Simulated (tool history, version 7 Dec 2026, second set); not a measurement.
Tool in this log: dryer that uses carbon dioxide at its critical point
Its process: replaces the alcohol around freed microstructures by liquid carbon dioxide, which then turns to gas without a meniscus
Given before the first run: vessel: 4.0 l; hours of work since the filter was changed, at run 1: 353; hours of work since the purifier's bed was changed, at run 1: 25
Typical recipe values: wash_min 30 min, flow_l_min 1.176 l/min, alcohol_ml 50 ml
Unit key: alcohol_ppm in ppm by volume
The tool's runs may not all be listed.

| run | hour | wash_min | flow_l_min | alcohol_ml | hours of work since the filter was changed | hours of work since the purifier's bed was changed | alcohol_ppm |
|---|---|---|---|---|---|---|---|
| 1 | 0 | 30 | 1.176 | 50 | 353 | 25 | 27 |
| 2 | 7 | 30 | 1.176 | 20 | 356 | 28 | 17 |
| 3 | 12.5 | 30 | 1.08 | 20 | 359 | 31 | 17 |
| 4 | 21 | 30 | 1.08 | 20 | 363 | 35 | 15 |
| 5 | 31.8 | 30 | 1.45 | 50 | 368 | 40 | 14 |
| 6 | 42.7 | 30 | 1.45 | 50 | 373 | 45 | 4 |
| 7 | 51.1 | 20 | 1.45 | 50 | 377 | 48 | 65 |
| 8 | 61.8 | 30 | 1.176 | 50 | 382 | 53 | 21 |
| 9 | 67.3 | 30 | 1.176 | 50 | 384 | 56 | 24 |
| 10 | 78.1 | 41 | 1.176 | 50 | 390 | 61 | 17 |
| 11 | 83.7 | 41 | 1.176 | 50 | 392 | 64 | 7 |
| 12 | 94.9 | 30 | 1.64 | 50 | 397 | 69 | 23 |
| 13 | 105.8 | 27 | 1.176 | 50 | 402 | 74 | 37 |
|  | 112.9 | inlet filter changed |
| 14 | 115.4 | 27 | 1.176 | 50 | 1 | 78 | 22 |
| 15 | 126 | 30 | 0.75 | 50 | 6 | 83 | 146 |
| 16 | 136.5 | 30 | 1.176 | 50 | 11 | 88 | 16 |
| 17 | 147 | 30 | 1.176 | 50 | 16 | 93 | 22 |
| 18 | 153.8 | 30 | 1.176 | 50 | 19 | 96 | 17 |
| 19 | 165 | 30 | 1.06 | 50 | 24 | 101 | 31 |
| 20 | 172.1 | 30 | 1.06 | 50 | 28 | 104 | 43 |
| 21 | 176.9 | 22 | 1.31 | 30 | 30 | 107 | 34 |
| 22 | 183.4 | 24 | 1.176 | 36 | 33 | 110 | 51 |
| 23 | 194.4 | 30 | 0.86 | 47 | 38 | 115 | 78 |
| 24 | 201.4 | 23 | 1.22 | 34 | 41 | 118 | 51 |
| 25 | 210.7 | 23 | 1.22 | 34 | 45 | 122 | 44 |
| 26 | 218.9 | 23 | 1.22 | 34 | 49 | 126 | 50 |
| 27 | 226.7 | 30 | 1.176 | 83 | 53 | 130 | 35 |
| 28 | 234.5 | 18 | 1.55 | 45 | 57 | 133 | 65 |
| 29 | 239.6 | 31 | 1.86 | 43 | 59 | 136 | 12 |
| 30 | 250.6 | 44 | 0.71 | 63 | 64 | 141 | 47 |
| 31 | 258.4 | 30 | 1.45 | 33 | 68 | 144 | 18 |
| 32 | 268.9 | 30 | 1.45 | 33 | 73 | 149 | 20 |
| 33 | 273.6 | 30 | 1.45 | 33 | 75 | 152 | 15 |
| 34 | 280.4 | 40 | 1.176 | 60 | 78 | 155 | 19 |
| 35 | 290 | 30 | 1.37 | 64 | 82 | 159 | 22 |
| 36 | 299.7 | 30 | 0.99 | 21 | 87 | 164 | 27 |
| 37 | 307.3 | 30 | 0.99 | 21 | 90 | 167 | 31 |
| 38 | 313.6 | 30 | 0.99 | 21 | 93 | 170 | 34 |
| 39 | 319 | 30 | 1.28 | 38 | 96 | 173 | 28 |
| 40 | 327.3 | 30 | 1.28 | 38 | 100 | 176 | 12 |

Branching from run 40: 4 alternative next runs. What would each branch give?
| A | 335.7 | 23 | 1.176 | 101 | 104 | 180 | ? |
| B | 335.7 | 44 | 1.176 | 50 | 104 | 180 | ? |
| C | 335.7 | 35 | 1.28 | 38 | 104 | 180 | ? |
| D | 335.7 | 25 | 1.28 | 72 | 104 | 180 | ? |

| run | alcohol_ppm |
|---|---|
| A | 139 |
| B | 14 |
| C | 12 |
| D | 54 |
Stripped of hidden state, with their random variation kept, the same runs would have yielded:
| run | alcohol_ppm |
|---|---|
| A | 120 |
| B | 3 |
| C | 1 |
| D | 40 |
